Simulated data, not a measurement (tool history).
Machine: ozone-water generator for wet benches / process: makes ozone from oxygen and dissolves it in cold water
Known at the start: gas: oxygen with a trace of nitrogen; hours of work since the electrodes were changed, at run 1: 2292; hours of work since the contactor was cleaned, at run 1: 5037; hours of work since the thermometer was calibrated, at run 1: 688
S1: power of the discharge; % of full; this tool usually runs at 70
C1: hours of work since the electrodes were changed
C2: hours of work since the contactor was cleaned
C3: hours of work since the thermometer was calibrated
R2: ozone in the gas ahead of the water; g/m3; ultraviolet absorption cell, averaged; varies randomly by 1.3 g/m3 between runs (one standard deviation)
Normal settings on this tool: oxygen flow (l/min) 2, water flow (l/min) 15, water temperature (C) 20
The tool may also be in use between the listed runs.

{"run": 1, "hour": 0.0, "S1": 70, "oxygen flow (l/min)": 2, "water flow (l/min)": 15, "water temperature (C)": 20, "C1": 2292, "C2": 5037, "C3": 688, "dissolved ozone (ppm)": 14, "R2": 231.9}
{"run": 2, "hour": 37.9, "S1": 70, "oxygen flow (l/min)": 2, "water flow (l/min)": 10, "water temperature (C)": 20, "C1": 2325, "C2": 5070, "C3": 721, "dissolved ozone (ppm)": 20.4, "R2": 232.6}
{"run": 3, "hour": 99.5, "S1": 70, "oxygen flow (l/min)": 2, "water flow (l/min)": 10, "water temperature (C)": 20, "C1": 2378, "C2": 5124, "C3": 774, "dissolved ozone (ppm)": 20.4, "R2": 231.5}
{"run": 4, "hour": 178.6, "S1": 70, "oxygen flow (l/min)": 2, "water flow (l/min)": 15, "water temperature (C)": 13, "C1": 2447, "C2": 5192, "C3": 843, "dissolved ozone (ppm)": 14.7, "R2": 229.6}
{"run": 5, "hour": 259.4, "S1": 70, "oxygen flow (l/min)": 2, "water flow (l/min)": 15, "water temperature (C)": 13, "C1": 2517, "C2": 5262, "C3": 913, "dissolved ozone (ppm)": 14.6, "R2": 232.3}
{"run": 6, "hour": 319.4, "S1": 70, "oxygen flow (l/min)": 2, "water flow (l/min)": 15, "water temperature (C)": 13, "C1": 2569, "C2": 5314, "C3": 965, "dissolved ozone (ppm)": 14.7, "R2": 229.9}
{"run": 7, "hour": 398.9, "S1": 70, "oxygen flow (l/min)": 2, "water flow (l/min)": 15, "water temperature (C)": 16, "C1": 2638, "C2": 5383, "C3": 1034, "dissolved ozone (ppm)": 14.2, "R2": 231.1}
{"run": 8, "hour": 478.5, "S1": 70, "oxygen flow (l/min)": 2, "water flow (l/min)": 15, "water temperature (C)": 20, "C1": 2707, "C2": 5452, "C3": 1103, "dissolved ozone (ppm)": 13.7, "R2": 229.2}
{"run": 9, "hour": 544.7, "S1": 70, "oxygen flow (l/min)": 2, "water flow (l/min)": 15, "water temperature (C)": 20, "C1": 2765, "C2": 5510, "C3": 1160, "dissolved ozone (ppm)": 13.7, "R2": 229.1}
{"run": 10, "hour": 582.1, "S1": 70, "oxygen flow (l/min)": 1.9, "water flow (l/min)": 15, "water temperature (C)": 20, "C1": 2797, "C2": 5542, "C3": 1193, "dissolved ozone (ppm)": 13.6, "R2": 234.7}
{"run": 11, "hour": 654.9, "S1": 74, "oxygen flow (l/min)": 2, "water flow (l/min)": 15, "water temperature (C)": 20, "C1": 2860, "C2": 5605, "C3": 1256, "dissolved ozone (ppm)": 14.2, "R2": 239.7}
{"run": 12, "hour": 730.3, "S1": 74, "oxygen flow (l/min)": 2, "water flow (l/min)": 15, "water temperature (C)": 20, "C1": 2925, "C2": 5671, "C3": 1321, "dissolved ozone (ppm)": 14.3, "R2": 239.6}
{"run": 13, "hour": 789.0, "S1": 70, "oxygen flow (l/min)": 2, "water flow (l/min)": 15, "water temperature (C)": 20, "C1": 2976, "C2": 5722, "C3": 1372, "dissolved ozone (ppm)": 13.8, "R2": 231.1}
{"run": 14, "hour": 854.6, "S1": 70, "oxygen flow (l/min)": 2, "water flow (l/min)": 15, "water temperature (C)": 20, "C1": 3033, "C2": 5779, "C3": 1429, "dissolved ozone (ppm)": 13.9, "R2": 231.3}
{"run": 15, "hour": 932.0, "S1": 70, "oxygen flow (l/min)": 2, "water flow (l/min)": 15, "water temperature (C)": 20, "C1": 3100, "C2": 5846, "C3": 1496, "dissolved ozone (ppm)": 13.7, "R2": 227.9}
{"hour": 937.8, "done": "water thermometer calibrated"}
{"run": 16, "hour": 1012.8, "S1": 70, "oxygen flow (l/min)": 2, "water flow (l/min)": 15, "water temperature (C)": 15, "C1": 3170, "C2": 5915, "C3": 65, "dissolved ozone (ppm)": 14.3, "R2": 228}
{"run": 17, "hour": 1080.5, "S1": 64, "oxygen flow (l/min)": 2, "water flow (l/min)": 15, "water temperature (C)": 20, "C1": 3229, "C2": 5974, "C3": 124, "dissolved ozone (ppm)": 12.8, "R2": 215.5}
{"hour": 1131.9, "done": "water thermometer calibrated, once more"}
{"run": 18, "hour": 1166.6, "S1": 70, "oxygen flow (l/min)": 1.92, "water flow (l/min)": 22, "water temperature (C)": 20, "C1": 3303, "C2": 6048, "C3": 30, "dissolved ozone (ppm)": 8.8, "R2": 233.7}
{"run": 19, "hour": 1209.0, "S1": 66, "oxygen flow (l/min)": 2.32, "water flow (l/min)": 11, "water temperature (C)": 22, "C1": 3340, "C2": 6085, "C3": 67, "dissolved ozone (ppm)": 17.8, "R2": 208.3}
{"run": 20, "hour": 1279.6, "S1": 66, "oxygen flow (l/min)": 2.32, "water flow (l/min)": 11, "water temperature (C)": 22, "C1": 3401, "C2": 6146, "C3": 128, "dissolved ozone (ppm)": 17.5, "R2": 210}
{"hour": 1348.6, "done": "contactor cleaned"}
{"run": 21, "hour": 1348.6, "S1": 72, "oxygen flow (l/min)": 1.58, "water flow (l/min)": 13, "water temperature (C)": 15, "C1": 3457, "C2": 0, "C3": 185, "dissolved ozone (ppm)": 16.2, "R2": 253.5}
{"run": 22, "hour": 1410.7, "S1": 72, "oxygen flow (l/min)": 3.2, "water flow (l/min)": 11, "water temperature (C)": 18, "C1": 3511, "C2": 54, "C3": 238, "dissolved ozone (ppm)": 22.1, "R2": 196.8}
{"run": 23, "hour": 1471.8, "S1": 70, "oxygen flow (l/min)": 1.15, "water flow (l/min)": 18, "water temperature (C)": 20, "C1": 3564, "C2": 107, "C3": 291, "dissolved ozone (ppm)": 9.5, "R2": 283.5}
{"run": 24, "hour": 1520.9, "S1": 70, "oxygen flow (l/min)": 1.15, "water flow (l/min)": 18, "water temperature (C)": 20, "C1": 3607, "C2": 149, "C3": 334, "dissolved ozone (ppm)": 9.6, "R2": 282.7}
{"run": 25, "hour": 1595.0, "S1": 70, "oxygen flow (l/min)": 2, "water flow (l/min)": 17, "water temperature (C)": 20, "C1": 3671, "C2": 214, "C3": 398, "dissolved ozone (ppm)": 12.6, "R2": 230.8}
{"run": 26, "hour": 1680.6, "S1": 68, "oxygen flow (l/min)": 2, "water flow (l/min)": 17, "water temperature (C)": 14, "C1": 3745, "C2": 288, "C3": 473, "dissolved ozone (ppm)": 13.2, "R2": 225.1}
{"run": 27, "hour": 1715.5, "S1": 46, "oxygen flow (l/min)": 2.07, "water flow (l/min)": 15, "water temperature (C)": 18, "C1": 3776, "C2": 318, "C3": 503, "dissolved ozone (ppm)": 11.2, "R2": 166.1}
{"run": 28, "hour": 1775.7, "S1": 46, "oxygen flow (l/min)": 2.07, "water flow (l/min)": 15, "water temperature (C)": 18, "C1": 3828, "C2": 371, "C3": 555, "dissolved ozone (ppm)": 10.9, "R2": 167.5}
{"run": 29, "hour": 1827.1, "S1": 70, "oxygen flow (l/min)": 2.68, "water flow (l/min)": 15, "water temperature (C)": 17, "C1": 3872, "C2": 415, "C3": 600, "dissolved ozone (ppm)": 16.5, "R2": 204.3}
{"run": 30, "hour": 1888.4, "S1": 70, "oxygen flow (l/min)": 2.68, "water flow (l/min)": 15, "water temperature (C)": 17, "C1": 3926, "C2": 468, "C3": 653, "dissolved ozone (ppm)": 16.2, "R2": 203.8}
{"run": 31, "hour": 1929.1, "S1": 70, "oxygen flow (l/min)": 2, "water flow (l/min)": 18, "water temperature (C)": 26, "C1": 3961, "C2": 504, "C3": 688, "dissolved ozone (ppm)": 11.3, "R2": 229}
{"run": 32, "hour": 2014.0, "S1": 70, "oxygen flow (l/min)": 2, "water flow (l/min)": 18, "water temperature (C)": 26, "C1": 4035, "C2": 577, "C3": 762, "dissolved ozone (ppm)": 11.6, "R2": 226.9}

For each run, the measured value with the value that run would have given without the tool's hidden condition subtracted. The run-to-run variation is shared by both, the gauge scatter possibly not:
Hidden state at play: yield of the discharge, % of new electrodes'; contactor's efficiency, % of a clean one's; true water temperature over the reading, C; drift of the gauge itself on ozone_ppm, %; drift of the gauge itself on gas_g_m3, %.
run=1 dissolved_ozone_(ppm)=-1.1 R2=-4.9
run=2 dissolved_ozone_(ppm)=-1.4 R2=-5
run=3 dissolved_ozone_(ppm)=-1.4 R2=-5.2
run=4 dissolved_ozone_(ppm)=-1.2 R2=-5.3
run=5 dissolved_ozone_(ppm)=-1.1 R2=-5.4
run=6 dissolved_ozone_(ppm)=-1.3 R2=-5.4
run=7 dissolved_ozone_(ppm)=-1.2 R2=-5.7
run=8 dissolved_ozone_(ppm)=-1.2 R2=-5.7
run=9 dissolved_ozone_(ppm)=-1.2 R2=-5.9
run=10 dissolved_ozone_(ppm)=-1.1 R2=-6.1
run=11 dissolved_ozone_(ppm)=-1.2 R2=-6.5
run=12 dissolved_ozone_(ppm)=-1.3 R2=-6.7
run=13 dissolved_ozone_(ppm)=-1.3 R2=-6.3
run=14 dissolved_ozone_(ppm)=-1.2 R2=-6.4
run=15 dissolved_ozone_(ppm)=-1.3 R2=-6.4
run=16 dissolved_ozone_(ppm)=-1.4 R2=-6.6
run=17 dissolved_ozone_(ppm)=-1.2 R2=-5.9
run=18 dissolved_ozone_(ppm)=-0.9 R2=-7
run=19 dissolved_ozone_(ppm)=-1.5 R2=-6
run=20 dissolved_ozone_(ppm)=-1.6 R2=-6.3
run=21 dissolved_ozone_(ppm)=-0.6 R2=-8.2
run=22 dissolved_ozone_(ppm)=-0.8 R2=-6.4
run=23 dissolved_ozone_(ppm)=-0.4 R2=-9.1
run=24 dissolved_ozone_(ppm)=-0.4 R2=-9.3
run=25 dissolved_ozone_(ppm)=-0.5 R2=-7.7
run=26 dissolved_ozone_(ppm)=-0.5 R2=-7.5
run=27 dissolved_ozone_(ppm)=-0.3 R2=-4
run=28 dissolved_ozone_(ppm)=-0.3 R2=-4
run=29 dissolved_ozone_(ppm)=-0.7 R2=-7.1
run=30 dissolved_ozone_(ppm)=-0.7 R2=-7.2
run=31 dissolved_ozone_(ppm)=-0.5 R2=-8.1
run=32 dissolved_ozone_(ppm)=-0.5 R2=-8.2
